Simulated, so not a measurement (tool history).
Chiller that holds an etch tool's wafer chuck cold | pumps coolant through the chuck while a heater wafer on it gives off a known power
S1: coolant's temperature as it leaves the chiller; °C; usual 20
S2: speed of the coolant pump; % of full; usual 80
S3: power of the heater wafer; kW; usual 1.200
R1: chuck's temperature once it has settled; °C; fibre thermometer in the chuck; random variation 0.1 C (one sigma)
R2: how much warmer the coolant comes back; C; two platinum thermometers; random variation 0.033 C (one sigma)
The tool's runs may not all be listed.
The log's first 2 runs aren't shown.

Run 3, hour 290.2: usual settings. Result: R1 34.4 °C, R2 5.22 C.
Run 4, hour 384.0: usual settings. Result: R1 34.5 °C, R2 5.21 C.
Run 5, hour 534.2: usual settings. Result: R1 34.3 °C, R2 5.23 C.
At hour 607.5: chiller's thermometer calibrated.
Run 6, hour 631.5: usual settings. Result: R1 35.1 °C, R2 5.22 C.
Run 7, hour 739.6: usual settings. Result: R1 34.9 °C, R2 5.20 C.
Run 8, hour 856.2: usual settings but S2 94 % of full. Result: R1 33.5 °C, R2 4.35 C.
Run 9, hour 985.0: usual settings but S2 94 % of full. Result: R1 33.7 °C, R2 4.35 C.
Run 10, hour 1077.4: usual settings. Result: R1 35.4 °C, R2 5.30 C.
Run 11, hour 1194.9: usual settings. Result: R1 35.1 °C, R2 5.24 C.
Run 12, hour 1304.2: usual settings. Result: R1 35.3 °C, R2 5.32 C.
Run 13, hour 1379.2: usual settings but S2 83 % of full. Result: R1 35.0 °C, R2 5.01 C.
Run 14, hour 1456.0: usual settings but S2 94 % of full. Result: R1 33.8 °C, R2 4.42 C.
Run 15, hour 1538.5: usual settings but S1 12 °C. Result: R1 27.5 °C, R2 5.21 C.
Run 16, hour 1604.4: usual settings but S1 12 °C, S3 1.204 kW. Result: R1 27.4 °C, R2 5.29 C.
Run 17, hour 1718.5: usual settings but S1 12 °C, S3 1.204 kW. Result: R1 27.6 °C, R2 5.28 C.
At hour 1732.6: coolant pump overhauled.
Run 18, hour 1796.4: usual settings but S1 12 °C, S3 1.204 kW. Result: R1 28.1 °C, R2 5.68 C.
Run 19, hour 1861.7: usual settings but S1 25 °C, S2 68 % of full, S3 1.749 kW. Result: R1 51.5 °C, R2 9.89 C.
Run 20, hour 1932.0: usual settings but S1 17 °C, S2 73 % of full, S3 0.747 kW. Result: R1 27.6 °C, R2 3.93 C.
Run 21, hour 2013.8: usual settings but S1 22 °C, S2 73 % of full, S3 0.695 kW. Result: R1 31.8 °C, R2 3.61 C.
Run 22, hour 2082.5: usual settings but S1 28 °C, S2 65 % of full, S3 1.432 kW. Result: R1 50.5 °C, R2 8.58 C.
Run 23, hour 2200.1: usual settings but S1 15 °C, S2 70 % of full, S3 1.281 kW. Result: R1 34.2 °C, R2 7.05 C.
Run 24, hour 2324.9: usual settings but S1 13 °C, S2 70 % of full, S3 1.281 kW. Result: R1 32.2 °C, R2 7.10 C.

Forecast run 25:
Run 25, hour 2448.0: usual settings but S1 14 °C, S3 1.002 kW. Result: R1 ?, R2 ?.

Run 25 gave R1 27.6 °C, R2 4.74 C.
Without the tool's hidden state the same run would have given R1 25.3 °C, R2 4.05 C.
